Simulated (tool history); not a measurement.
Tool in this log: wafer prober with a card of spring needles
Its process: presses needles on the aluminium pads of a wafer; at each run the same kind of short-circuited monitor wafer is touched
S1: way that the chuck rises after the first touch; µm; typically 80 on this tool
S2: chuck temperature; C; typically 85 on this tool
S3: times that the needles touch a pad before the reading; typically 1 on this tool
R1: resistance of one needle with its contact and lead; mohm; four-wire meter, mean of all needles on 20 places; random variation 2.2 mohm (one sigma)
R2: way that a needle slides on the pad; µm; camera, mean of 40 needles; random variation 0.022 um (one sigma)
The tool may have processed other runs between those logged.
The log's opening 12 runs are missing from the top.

Run 13, hour 85.9: usual settings but S2 55 C. Result: R1 268 mohm, R2 10.00 µm.
At hour 88.3: tips cleaned on abrasive film.
Run 14, hour 90.4: usual settings but S2 55 C. Result: R1 256 mohm, R2 10.04 µm.
At hour 96.1: tips cleaned on abrasive film.
Run 15, hour 97.8: usual settings but S2 55 C. Result: R1 254 mohm, R2 10.00 µm.
Run 16, hour 102.3: usual settings but S2 55 C. Result: R1 268 mohm, R2 10.01 µm.
At hour 103.7: tips cleaned on abrasive film.
Run 17, hour 110.1: usual settings but S2 55 C. Result: R1 271 mohm, R2 10.01 µm.
At hour 111.4: tips cleaned on abrasive film.
Run 18, hour 115.0: usual settings but S1 74 µm. Result: R1 275 mohm, R2 9.26 µm.
At hour 119.4: tips cleaned on abrasive film.
Run 19, hour 121.2: usual settings but S1 92 µm, S2 38 C, S3 2. Result: R1 238 mohm, R2 11.54 µm.
Run 20, hour 126.0: usual settings but S1 64 µm, S2 69 C, S3 2. Result: R1 273 mohm, R2 7.99 µm.
At hour 127.2: tips cleaned on abrasive film.
Run 21, hour 130.3: usual settings but S1 61 µm, S2 69 C. Result: R1 283 mohm, R2 7.60 µm.
Run 22, hour 134.4: usual settings but S1 96 µm, S2 25 C. Result: R1 252 mohm, R2 11.99 µm.
At hour 135.4: tips cleaned on abrasive film.
At hour 143.4: tips cleaned on abrasive film.
Run 23, hour 143.7: usual settings but S1 79 µm, S2 105 C. Result: R1 260 mohm, R2 9.85 µm.
Run 24, hour 150.5: usual settings but S1 79 µm, S2 105 C. Result: R1 281 mohm, R2 9.84 µm.
At hour 151.3: tips cleaned on abrasive film.
Run 25, hour 158.0: usual settings but S1 79 µm, S2 105 C. Result: R1 284 mohm, R2 9.87 µm.
At hour 159.7: tips cleaned on abrasive film.
Run 26, hour 162.5: usual settings but S1 79 µm, S2 105 C, S3 2. Result: R1 263 mohm, R2 9.86 µm.

Run 27 comes next. What will it give?
At hour 167.6: tips cleaned on abrasive film.
Run 27, hour 170.5: usual settings but S1 79 µm, S2 105 C, S3 3. Result: R1 ?, R2 ?.

R1: 258 mohm
R2: 9.87 µm
Take away the tool's hidden state, keep the run-to-run variation as it was, and the same run would have given R1 250 mohm, R2 10.00 µm.
